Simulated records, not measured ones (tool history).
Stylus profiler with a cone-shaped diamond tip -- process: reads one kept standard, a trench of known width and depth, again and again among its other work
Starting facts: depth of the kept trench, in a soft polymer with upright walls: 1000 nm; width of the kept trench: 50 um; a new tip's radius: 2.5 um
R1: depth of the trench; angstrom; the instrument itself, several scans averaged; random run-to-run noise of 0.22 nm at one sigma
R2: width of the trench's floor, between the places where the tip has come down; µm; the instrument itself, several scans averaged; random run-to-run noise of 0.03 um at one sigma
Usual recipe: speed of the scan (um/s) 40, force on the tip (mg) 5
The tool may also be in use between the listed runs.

Run 1, hour 0: usual settings. Result: R1 10212.4 angstrom, R2 45.88 µm.
Run 2, hour 12.9: usual settings. Result: R1 10214.4 angstrom, R2 45.84 µm.
Run 3, hour 28.4: usual settings but speed of the scan (um/s) 71. Result: R1 10218.6 angstrom, R2 45.68 µm.
Run 4, hour 40.8: usual settings. Result: R1 10214.1 angstrom, R2 45.84 µm.
Run 5, hour 48.7: usual settings. Result: R1 10214.5 angstrom, R2 45.86 µm.
Run 6, hour 56.6: usual settings. Result: R1 10214.3 angstrom, R2 45.86 µm.
Run 7, hour 71.7: usual settings. Result: R1 10214 angstrom, R2 45.86 µm.
Run 8, hour 85.5: usual settings but force on the tip (mg) 6.54. Result: R1 10255.3 angstrom, R2 45.84 µm.
Run 9, hour 95.3: usual settings but force on the tip (mg) 6.54. Result: R1 10257.3 angstrom, R2 45.86 µm.
Run 10, hour 108.9: usual settings but force on the tip (mg) 12.08. Result: R1 10386.7 angstrom, R2 45.91 µm.
Run 11, hour 117.9: usual settings but speed of the scan (um/s) 31, force on the tip (mg) 12.08. Result: R1 10389.1 angstrom, R2 45.89 µm.
Run 12, hour 126.6: usual settings but speed of the scan (um/s) 31, force on the tip (mg) 2.16. Result: R1 10122.7 angstrom, R2 45.76 µm.
Run 13, hour 140.1: usual settings but force on the tip (mg) 3.87. Result: R1 10179.6 angstrom, R2 45.8 µm.
Run 14, hour 147.1: usual settings but force on the tip (mg) 3.87. Result: R1 10178.4 angstrom, R2 45.81 µm.
Run 15, hour 156.5: usual settings but force on the tip (mg) 3.87. Result: R1 10182.7 angstrom, R2 45.82 µm.
Run 16, hour 171.6: usual settings but force on the tip (mg) 3.87. Result: R1 10180.6 angstrom, R2 45.81 µm.
Run 17, hour 179: usual settings but force on the tip (mg) 3.87. Result: R1 10177 angstrom, R2 45.78 µm.
Run 18, hour 192.1: usual settings but speed of the scan (um/s) 62. Result: R1 10214.7 angstrom, R2 45.79 µm.
Run 19, hour 199.9: usual settings but speed of the scan (um/s) 62. Result: R1 10217.3 angstrom, R2 45.77 µm.
Run 20, hour 209.3: usual settings but speed of the scan (um/s) 62. Result: R1 10213.8 angstrom, R2 45.71 µm.
Run 21, hour 217.3: usual settings. Result: R1 10211.5 angstrom, R2 45.84 µm.
Run 22, hour 224: usual settings. Result: R1 10212.5 angstrom, R2 45.75 µm.
Run 23, hour 236.8: usual settings but force on the tip (mg) 7.92. Result: R1 10290.3 angstrom, R2 45.86 µm.
At hour 245.8: new tip fitted, height scale calibrated.
Run 24, hour 249.4: usual settings but speed of the scan (um/s) 72, force on the tip (mg) 3.01. Result: R1 10153.7 angstrom, R2 45.64 µm.
Run 25, hour 260.2: usual settings but speed of the scan (um/s) 156, force on the tip (mg) 3.84. Result: R1 10178.3 angstrom, R2 45.36 µm.
Run 26, hour 267.3: usual settings but speed of the scan (um/s) 156, force on the tip (mg) 3.84. Result: R1 10177.9 angstrom, R2 45.32 µm.
Run 27, hour 277.3: usual settings but speed of the scan (um/s) 24, force on the tip (mg) 3.04. Result: R1 10154.1 angstrom, R2 45.88 µm.
Run 28, hour 286.6: usual settings but speed of the scan (um/s) 11, force on the tip (mg) 4.07. Result: R1 10184.8 angstrom, R2 45.94 µm.
Run 29, hour 299.7: usual settings but speed of the scan (um/s) 29, force on the tip (mg) 1.87. Result: R1 10109.3 angstrom, R2 45.83 µm.
Run 30, hour 309.2: usual settings but speed of the scan (um/s) 15. Result: R1 10218.2 angstrom, R2 45.97 µm.
Run 31, hour 315.6: usual settings but speed of the scan (um/s) 15. Result: R1 10213.9 angstrom, R2 45.96 µm.
Run 32, hour 323.3: usual settings but speed of the scan (um/s) 15. Result: R1 10213.5 angstrom, R2 45.94 µm.
Run 33, hour 334.4: usual settings but force on the tip (mg) 3.15. Result: R1 10155.3 angstrom, R2 45.74 µm.
Run 34, hour 345.1: usual settings but force on the tip (mg) 3.15. Result: R1 10160.9 angstrom, R2 45.81 µm.
Run 35, hour 352.6: usual settings but speed of the scan (um/s) 54, force on the tip (mg) 6.38. Result: R1 10251.3 angstrom, R2 45.78 µm.
Run 36, hour 359.5: usual settings but speed of the scan (um/s) 135, force on the tip (mg) 3.9. Result: R1 10187.2 angstrom, R2 45.41 µm.
Run 37, hour 374.3: usual settings but speed of the scan (um/s) 135, force on the tip (mg) 3.9. Result: R1 10181.1 angstrom, R2 45.42 µm.
Run 38, hour 386.2: usual settings but speed of the scan (um/s) 135, force on the tip (mg) 3.9. Result: R1 10178.7 angstrom, R2 45.36 µm.
Run 39, hour 399.8: usual settings but speed of the scan (um/s) 135, force on the tip (mg) 3.9. Result: R1 10179.5 angstrom, R2 45.38 µm.
Run 40, hour 413.7: usual settings but speed of the scan (um/s) 18, force on the tip (mg) 8.85. Result: R1 10315.3 angstrom, R2 45.92 µm.
Run 41, hour 427.8: usual settings but speed of the scan (um/s) 18, force on the tip (mg) 8.85. Result: R1 10312.9 angstrom, R2 45.89 µm.
Run 42, hour 441.3: usual settings but speed of the scan (um/s) 114, force on the tip (mg) 2.65. Result: R1 10136.3 angstrom, R2 45.37 µm.
Run 43, hour 448.4: usual settings but speed of the scan (um/s) 154, force on the tip (mg) 2.92. Result: R1 10150.3 angstrom, R2 45.26 µm.
Run 44, hour 457.3: usual settings but speed of the scan (um/s) 19, force on the tip (mg) 10.97. Result: R1 10367.1 angstrom, R2 45.98 µm.

Forecast each of these 3 alternatives for the next run:
Run A, hour 468.4: usual settings but speed of the scan (um/s) 63, force on the tip (mg) 6.99. Result: R1 ?, R2 ?.
Run B, hour 468.4: usual settings but speed of the scan (um/s) 150, force on the tip (mg) 8.66. Result: R1 ?, R2 ?.
Run C, hour 468.4: usual settings but speed of the scan (um/s) 24, force on the tip (mg) 10.45. Result: R1 ?, R2 ?.

run       R1     R2
  A  10268.9  45.81
  B  10312.2  45.46
  C  10349.6  45.95
Take away the tool's hidden state, keep each run's random variation, and the runs would have read:
run       R1     R2
  A    10269  45.82
  B  10312.3  45.47
  C  10349.7  45.96
